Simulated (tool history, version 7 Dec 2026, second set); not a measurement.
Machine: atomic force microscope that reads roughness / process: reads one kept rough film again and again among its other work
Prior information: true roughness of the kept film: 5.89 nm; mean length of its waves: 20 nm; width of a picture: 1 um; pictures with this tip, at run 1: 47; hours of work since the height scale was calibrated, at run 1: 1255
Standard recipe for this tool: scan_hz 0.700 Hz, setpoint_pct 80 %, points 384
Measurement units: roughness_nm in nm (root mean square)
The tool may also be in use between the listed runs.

run,hour,scan_hz,setpoint_pct,points,pictures with this tip,hours of work since the height scale was calibrated,roughness_nm
1,0.0,0.700,80,384,47,1255,2.857
# hour 22.9: new tip fitted
2,49.4,0.700,80,384,64,1293,2.689
# hour 67.7: new tip fitted
3,84.8,0.700,80,384,41,1319,3.023
# hour 109.3: new tip fitted
4,141.8,0.700,80,384,79,1363,2.562
# hour 155.3: new tip fitted
# hour 198.6: new tip fitted
5,198.6,0.700,80,384,0,1406,3.881
# hour 243.9: new tip fitted
6,272.3,0.700,80,708,69,1462,2.708
# hour 288.8: new tip fitted
7,321.5,0.700,76,384,79,1500,2.570
# hour 332.2: new tip fitted
# hour 376.1: new tip fitted
8,400.4,0.700,80,423,59,1560,2.905
# hour 421.2: new tip fitted
9,452.9,0.700,57,423,77,1600,2.835
# hour 466.1: new tip fitted
# hour 508.2: new tip fitted
10,508.9,0.700,57,423,2,1642,4.020
# hour 555.1: new tip fitted
11,557.4,3.091,57,423,6,1679,3.692
# hour 597.6: new tip fitted
12,605.8,3.091,63,423,20,1716,3.249
# hour 640.4: new tip fitted
13,669.1,0.700,60,384,69,1765,2.903
# hour 685.2: new tip fitted
# hour 705.4: height scale calibrated on a step standard
# hour 731.1: new tip fitted
14,734.9,0.700,60,384,9,22,3.899
# hour 776.4: new tip fitted
15,780.6,0.700,80,714,10,57,3.730
# hour 823.1: new tip fitted
16,858.3,0.700,73,714,85,117,2.751
# hour 865.2: new tip fitted
17,905.1,0.700,80,384,97,152,2.495
# hour 911.2: new tip fitted
# hour 953.6: new tip fitted
18,955.4,0.700,80,384,4,190,3.789
# hour 997.5: height scale calibrated on a step standard, once more
# hour 998.0: new tip fitted
19,1012.7,0.700,80,384,36,11,3.190
# hour 1042.6: new tip fitted
# hour 1085.2: new tip fitted
20,1087.4,1.239,74,384,5,68,3.553
# hour 1126.7: new tip fitted
21,1149.3,0.843,80,530,55,115,2.816
# hour 1173.0: new tip fitted
22,1190.0,2.211,57,273,41,146,2.976
# hour 1218.3: new tip fitted
23,1246.7,2.211,57,273,69,190,2.732
# hour 1262.4: new tip fitted
# hour 1303.5: new tip fitted
24,1325.9,0.782,57,397,54,250,3.026
# hour 1350.0: new tip fitted
25,1381.0,0.782,57,397,75,292,2.728
# hour 1396.1: new tip fitted
26,1423.5,0.782,57,397,66,324,2.811
# hour 1440.7: new tip fitted
# hour 1485.7: new tip fitted
27,1501.5,0.913,64,623,38,384,3.393
# hour 1529.9: new tip fitted
# hour 1572.6: new tip fitted
28,1572.6,0.913,89,892,0,438,3.594
# hour 1617.0: new tip fitted
29,1627.3,2.994,83,364,25,480,2.564
# hour 1662.8: new tip fitted
30,1674.4,2.068,67,304,28,515,3.229
# hour 1708.0: new tip fitted
# hour 1749.6: new tip fitted
31,1749.6,0.534,80,277,0,573,3.787
# hour 1792.0: new tip fitted
32,1827.6,3.031,60,396,86,632,2.455
# hour 1839.1: new tip fitted
# hour 1882.8: new tip fitted
33,1897.3,0.598,77,384,35,685,3.272
# hour 1929.9: new tip fitted
34,1935.2,0.598,82,338,12,714,3.505
# hour 1977.6: new tip fitted
35,1979.1,0.598,82,338,3,748,3.790
# hour 2020.4: new tip fitted
36,2046.3,0.598,82,338,63,799,2.712
# hour 2064.2: new tip fitted
# hour 2107.1: new tip fitted
37,2108.6,0.700,79,384,4,846,3.771

A few steps of roughness_nm between consecutive runs. Split each: what settings, incoming material and random variation would produce without the hidden state, and what is left over for the hidden state, along with gauge scatter present in only one of the two compared results (measured, and without hidden state):
Hidden state present: radius of the tip, nm; height scale over the true one, %; drift of the gauge itself on roughness_nm, %.
Run 4 -> 5: new tip fitted, new tip fitted. roughness_nm +1.319 nm (root mean square): hidden state +1.318, all else +0.001.
Run 17 -> 18: new tip fitted, new tip fitted. roughness_nm +1.294 nm (root mean square): hidden state +1.309, all else -0.015.
Run 31 -> 32: scan_hz 0.534 -> 3.031, setpoint_pct 80 -> 60, points 277 -> 396, new tip fitted. roughness_nm -1.332 nm (root mean square): hidden state -1.260, all else -0.072.
